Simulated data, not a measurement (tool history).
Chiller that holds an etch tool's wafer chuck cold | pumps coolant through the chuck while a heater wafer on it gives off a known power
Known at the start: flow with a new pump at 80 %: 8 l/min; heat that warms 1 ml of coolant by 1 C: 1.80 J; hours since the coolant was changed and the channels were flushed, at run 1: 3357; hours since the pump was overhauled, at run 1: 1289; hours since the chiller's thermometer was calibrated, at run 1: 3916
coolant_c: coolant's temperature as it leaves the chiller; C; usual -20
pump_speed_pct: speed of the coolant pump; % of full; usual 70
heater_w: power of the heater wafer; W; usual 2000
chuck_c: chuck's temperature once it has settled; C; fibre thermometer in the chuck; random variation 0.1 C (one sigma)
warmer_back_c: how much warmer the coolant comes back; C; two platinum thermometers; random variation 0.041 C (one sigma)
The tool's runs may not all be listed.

run,day,coolant_c,pump_speed_pct,heater_w,hours since the coolant was changed and the channels were flushed,hours since the pump was overhauled,hours since the chiller's thermometer was calibrated,chuck_c,warmer_back_c
1,0,-20,70,2000,3357,1289,3916,-2.6,9.87
2,1.362,-20,70,2000,3390,1322,3949,-2.6,9.85
3,3.3,-20,70,2000,3437,1368,3995,-2.5,9.92
4,4.938,-20,70,2000,3476,1408,4035,-2.5,9.92
5,6.779,-20,70,2000,3520,1452,4079,-2.7,9.81
# day 7.742: chiller's thermometer calibrated
6,7.867,-20,70,1705,3545,1477,3,-4.4,8.4
7,9.512,-20,70,1705,3585,1516,43,-4.6,8.44
8,10.396,-20,70,1980,3606,1538,64,-2,9.79
9,12.171,-20,70,1980,3649,1580,106,-2,9.81
10,13.383,-20,70,1980,3678,1609,135,-2,9.87
11,14.262,-20,70,1980,3699,1630,156,-1.9,9.89
12,15.638,-20,70,1980,3732,1663,189,-2,9.83
13,16.733,-27,70,1185,3758,1690,216,-16.4,5.98
14,18.675,-12,63,1143,3805,1736,262,-0.9,6.42
15,20.304,-12,63,1143,3844,1775,301,-0.9,6.4
16,22.054,-15,83,2000,3886,1817,343,1.7,8.41
17,23.025,-30,78,1281,3909,1841,367,-18.9,5.79
18,24.358,-14,76,2000,3941,1873,399,3.5,9.24
19,25.783,-14,76,2000,3975,1907,433,3.5,9.26
20,26.804,-14,76,2000,4000,1931,457,3.4,9.31
21,28.358,-14,65,1072,4037,1969,495,-3.8,5.77
22,29.658,-25,65,1072,4068,2000,526,-14.5,5.84
23,30.575,-25,63,2833,4090,2022,548,3.2,15.87

5 ways to go on from here, each from the tool as it stands after run 23. What would each give?
A,32.271,-21,70,2000,4131,2063,589,?,?
B,32.271,-11,65,1740,4131,2063,589,?,?
C,32.271,-15,89,2000,4131,2063,589,?,?
D,32.271,-20,76,2373,4131,2063,589,?,?
E,32.271,-20,96,2000,4131,2063,589,?,?

run,chuck_c,warmer_back_c
A,-2.2,10.19
B,5.8,9.45
C,0.9,7.89
D,0.9,11.01
E,-4.8,7.31
Without the tool's hidden state the same runs would have given:
run,chuck_c,warmer_back_c
A,-4.8,9.63
B,3.5,8.93
C,-1.4,7.46
D,-2.1,10.4
E,-7.1,6.91

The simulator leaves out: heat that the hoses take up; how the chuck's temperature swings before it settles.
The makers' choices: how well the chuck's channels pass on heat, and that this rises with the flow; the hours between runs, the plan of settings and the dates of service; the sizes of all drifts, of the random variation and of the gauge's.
